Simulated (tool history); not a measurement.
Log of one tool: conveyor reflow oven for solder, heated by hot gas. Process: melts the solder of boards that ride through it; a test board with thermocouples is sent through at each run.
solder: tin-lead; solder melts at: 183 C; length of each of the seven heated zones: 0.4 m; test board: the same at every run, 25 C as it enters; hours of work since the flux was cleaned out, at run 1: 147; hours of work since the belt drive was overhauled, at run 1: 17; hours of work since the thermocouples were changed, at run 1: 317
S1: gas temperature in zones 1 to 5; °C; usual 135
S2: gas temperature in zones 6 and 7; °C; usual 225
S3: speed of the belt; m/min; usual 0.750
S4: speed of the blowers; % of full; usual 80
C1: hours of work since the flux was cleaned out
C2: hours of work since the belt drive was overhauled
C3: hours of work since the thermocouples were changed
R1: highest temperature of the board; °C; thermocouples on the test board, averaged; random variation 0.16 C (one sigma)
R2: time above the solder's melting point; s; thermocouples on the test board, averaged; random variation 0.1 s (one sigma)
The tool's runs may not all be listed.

{"run": 1, "hour": 0.0, "S1": 135, "S2": 225, "S3": 0.75, "S4": 80, "C1": 147, "C2": 17, "C3": 317, "R1": 212.8, "R2": 45.66}
{"run": 2, "hour": 23.1, "S1": 135, "S2": 225, "S3": 0.75, "S4": 80, "C1": 159, "C2": 28, "C3": 328, "R1": 212.9, "R2": 45.49}
{"run": 3, "hour": 41.1, "S1": 135, "S2": 225, "S3": 0.75, "S4": 64, "C1": 167, "C2": 37, "C3": 337, "R1": 209.6, "R2": 42.1}
{"run": 4, "hour": 67.0, "S1": 135, "S2": 225, "S3": 0.75, "S4": 64, "C1": 180, "C2": 50, "C3": 350, "R1": 209.8, "R2": 42.06}
{"run": 5, "hour": 92.4, "S1": 135, "S2": 225, "S3": 0.75, "S4": 64, "C1": 192, "C2": 62, "C3": 362, "R1": 209.3, "R2": 41.99}
{"run": 6, "hour": 111.2, "S1": 135, "S2": 225, "S3": 0.75, "S4": 64, "C1": 201, "C2": 71, "C3": 371, "R1": 209.5, "R2": 41.97}
{"run": 7, "hour": 132.1, "S1": 135, "S2": 225, "S3": 0.75, "S4": 80, "C1": 211, "C2": 81, "C3": 381, "R1": 212.6, "R2": 45.36}
{"hour": 138.7, "done": "flux residue cleaned out of gas plates and filters"}
{"run": 8, "hour": 154.4, "S1": 135, "S2": 225, "S3": 0.75, "S4": 80, "C1": 8, "C2": 90, "C3": 390, "R1": 212.3, "R2": 44.91}
{"run": 9, "hour": 177.4, "S1": 135, "S2": 225, "S3": 0.75, "S4": 80, "C1": 19, "C2": 101, "C3": 401, "R1": 212.3, "R2": 44.93}
{"run": 10, "hour": 200.5, "S1": 135, "S2": 225, "S3": 0.75, "S4": 80, "C1": 30, "C2": 112, "C3": 412, "R1": 212.2, "R2": 44.88}
{"run": 11, "hour": 221.7, "S1": 135, "S2": 225, "S3": 0.75, "S4": 80, "C1": 40, "C2": 122, "C3": 422, "R1": 212.2, "R2": 44.98}
{"run": 12, "hour": 241.6, "S1": 135, "S2": 225, "S3": 0.75, "S4": 80, "C1": 50, "C2": 132, "C3": 432, "R1": 211.9, "R2": 44.76}
{"hour": 264.5, "done": "flux residue cleaned out of gas plates and filters, once more"}
{"run": 13, "hour": 269.3, "S1": 129, "S2": 225, "S3": 0.694, "S4": 80, "C1": 2, "C2": 143, "C3": 443, "R1": 214.3, "R2": 49.41}
{"run": 14, "hour": 280.3, "S1": 138, "S2": 213, "S3": 0.75, "S4": 80, "C1": 8, "C2": 148, "C3": 448, "R1": 202.5, "R2": 38.3}
{"run": 15, "hour": 294.5, "S1": 135, "S2": 225, "S3": 0.891, "S4": 80, "C1": 15, "C2": 155, "C3": 455, "R1": 208.6, "R2": 34.4}
{"run": 16, "hour": 316.8, "S1": 138, "S2": 225, "S3": 0.755, "S4": 80, "C1": 25, "C2": 166, "C3": 466, "R1": 213.2, "R2": 46.54}
{"run": 17, "hour": 333.2, "S1": 135, "S2": 226, "S3": 0.714, "S4": 80, "C1": 33, "C2": 174, "C3": 474, "R1": 214.9, "R2": 50.07}
{"run": 18, "hour": 348.0, "S1": 135, "S2": 226, "S3": 0.714, "S4": 80, "C1": 41, "C2": 181, "C3": 481, "R1": 215.3, "R2": 49.9}
{"run": 19, "hour": 367.3, "S1": 135, "S2": 226, "S3": 0.714, "S4": 80, "C1": 50, "C2": 191, "C3": 491, "R1": 214.8, "R2": 49.76}
{"run": 20, "hour": 383.5, "S1": 125, "S2": 224, "S3": 0.772, "S4": 80, "C1": 58, "C2": 198, "C3": 499, "R1": 210.0, "R2": 39.41}
{"run": 21, "hour": 403.2, "S1": 129, "S2": 216, "S3": 0.75, "S4": 80, "C1": 67, "C2": 208, "C3": 508, "R1": 203.7, "R2": 36.93}
{"run": 22, "hour": 426.8, "S1": 135, "S2": 225, "S3": 0.75, "S4": 52, "C1": 79, "C2": 220, "C3": 520, "R1": 206.4, "R2": 38.52}
{"run": 23, "hour": 438.2, "S1": 135, "S2": 225, "S3": 0.75, "S4": 52, "C1": 84, "C2": 225, "C3": 525, "R1": 206.3, "R2": 38.43}

Hidden state or all else? Some run-to-run changes of R1, split into what the settings, what came in and random variation would give without the hidden state, and what is left for the hidden state (with any gauge scatter that isn't in both results):
The hidden state here: heat that the gas passes to the board, % of a clean oven's; belt's true speed, % of the reading; true gas temperature in zones 6 and 7 over the reading, C; drift of the gauge itself on peak_c, C; drift of the gauge itself on liquid_s, %.
Run 7 -> 8: flux residue cleaned out of gas plates and filters. R1 -0.3 °C: hidden state -0.4, all else +0.1.
Run 12 -> 13: S1 135 -> 129, S3 0.750 -> 0.694, flux residue cleaned out of gas plates and filters, once more. R1 +2.4 °C: hidden state +1.1, all else +1.3.
Run 13 -> 14: S1 129 -> 138, S2 225 -> 213, S3 0.694 -> 0.750. R1 -11.8 °C: hidden state +0.0, all else -11.8.
Run 20 -> 21: S1 125 -> 129, S2 224 -> 216, S3 0.772 -> 0.750. R1 -6.3 °C: hidden state +0.0, all else -6.3.
